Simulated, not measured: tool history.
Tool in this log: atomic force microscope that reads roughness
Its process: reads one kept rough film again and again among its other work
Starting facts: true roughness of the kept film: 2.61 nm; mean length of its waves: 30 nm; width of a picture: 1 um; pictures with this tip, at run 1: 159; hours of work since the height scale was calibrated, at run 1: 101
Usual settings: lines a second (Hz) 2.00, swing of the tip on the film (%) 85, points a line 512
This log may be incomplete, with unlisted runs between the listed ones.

run	hour	lines a second (Hz)	swing of the tip on the film (%)	points a line	pictures with this tip	hours of work since the height scale was calibrated	roughness of the kept film (nm (root mean square))
1	0.0	2.00	85	512	159	101	1.984
2	5.9	2.00	85	512	170	105	1.971
3	10.8	2.28	85	512	179	109	1.937
4	18.7	2.28	85	512	193	114	1.891
5	23.1	2.28	85	512	201	117	1.921
6	30.5	2.28	85	512	214	122	1.888
7	37.6	2.00	85	512	227	127	1.917
8	46.3	2.00	85	512	242	133	1.895
9	51.6	1.78	85	512	252	137	1.932
# hour 57.9: new tip fitted
10	62.1	1.78	85	512	8	144	2.170
11	67.4	2.00	85	512	18	148	2.109
12	75.1	2.35	85	512	31	153	2.046
# hour 76.6: height scale calibrated on a step standard
13	83.7	1.54	72	1014	45	5	2.287
14	91.0	1.54	72	1014	58	10	2.257
15	98.3	1.54	72	1014	71	15	2.225
16	102.8	2.00	61	601	80	18	2.268
17	112.0	2.54	81	354	96	25	2.003
18	116.7	2.46	80	308	105	28	2.012
19	127.1	2.46	59	292	123	35	2.186
20	132.5	0.65	85	431	133	39	2.182
# hour 136.4: height scale calibrated on a step standard, once more
21	142.2	2.00	89	379	149	4	1.927
22	147.0	2.07	89	725	158	7	1.912
23	153.7	2.07	89	725	170	12	1.902

What does the tool deliver on the next run?
24	164.0	2.07	89	605	188	19	?

{"run 24": {"roughness of the kept film (nm (root mean square))": 1.896}}
The same run, on a tool lacking any hidden state, would have yielded roughness of the kept film (nm (root mean square)) 2.082.

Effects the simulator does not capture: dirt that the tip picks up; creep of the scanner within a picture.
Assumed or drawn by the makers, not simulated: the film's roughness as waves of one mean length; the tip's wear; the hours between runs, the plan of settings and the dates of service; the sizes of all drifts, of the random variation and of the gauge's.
